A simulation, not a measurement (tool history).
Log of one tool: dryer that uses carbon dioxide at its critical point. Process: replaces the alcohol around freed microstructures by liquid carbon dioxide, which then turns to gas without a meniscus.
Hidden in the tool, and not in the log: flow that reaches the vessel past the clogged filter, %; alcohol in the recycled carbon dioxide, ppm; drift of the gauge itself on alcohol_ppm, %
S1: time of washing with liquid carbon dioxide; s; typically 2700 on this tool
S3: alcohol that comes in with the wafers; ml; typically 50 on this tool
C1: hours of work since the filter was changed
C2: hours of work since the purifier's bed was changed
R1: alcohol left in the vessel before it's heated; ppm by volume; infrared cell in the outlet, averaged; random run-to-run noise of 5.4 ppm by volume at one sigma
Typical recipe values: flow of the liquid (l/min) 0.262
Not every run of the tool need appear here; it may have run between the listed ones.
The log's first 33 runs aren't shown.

{"run": 34, "day": 11.85, "S1": 3420, "flow of the liquid (l/min)": 0.428, "S3": 35, "C1": 68, "C2": 356, "R1": 69}
{"run": 35, "day": 12.358, "S1": 3420, "flow of the liquid (l/min)": 0.428, "S3": 35, "C1": 76, "C2": 364, "R1": 57}
{"run": 36, "day": 12.846, "S1": 3600, "flow of the liquid (l/min)": 0.262, "S3": 25, "C1": 85, "C2": 372, "R1": 83}
{"run": 37, "day": 13.062, "S1": 3600, "flow of the liquid (l/min)": 0.262, "S3": 87, "C1": 88, "C2": 376, "R1": 108}
{"run": 38, "day": 13.446, "S1": 4020, "flow of the liquid (l/min)": 0.171, "S3": 38, "C1": 95, "C2": 383, "R1": 221}
{"run": 39, "day": 13.654, "S1": 2100, "flow of the liquid (l/min)": 0.226, "S3": 37, "C1": 98, "C2": 386, "R1": 704}
{"run": 40, "day": 14.067, "S1": 2100, "flow of the liquid (l/min)": 0.324, "S3": 37, "C1": 105, "C2": 393, "R1": 204}
{"run": 41, "day": 14.283, "S1": 3780, "flow of the liquid (l/min)": 0.379, "S3": 37, "C1": 109, "C2": 397, "R1": 68}
{"run": 42, "day": 14.529, "S1": 4200, "flow of the liquid (l/min)": 0.429, "S3": 64, "C1": 113, "C2": 401, "R1": 70}
{"run": 43, "day": 14.954, "S1": 2700, "flow of the liquid (l/min)": 0.262, "S3": 68, "C1": 120, "C2": 408, "R1": 291}

3 options for the next run, each taken on its own from the tool as it stands now. Forecast them:
{"run": "A", "day": 15.271, "S1": 1620, "flow of the liquid (l/min)": 0.262, "S3": 50, "C1": 126, "C2": 414, "R1": "?"}
{"run": "B", "day": 15.271, "S1": 1860, "flow of the liquid (l/min)": 0.314, "S3": 40, "C1": 126, "C2": 414, "R1": "?"}
{"run": "C", "day": 15.271, "S1": 3420, "flow of the liquid (l/min)": 0.262, "S3": 50, "C1": 126, "C2": 414, "R1": "?"}

run=A R1=1298
run=B R1=378
run=C R1=113
Had the tool no hidden state, the same runs would have come out as:
run=A R1=1081
run=B R1=263
run=C R1=36
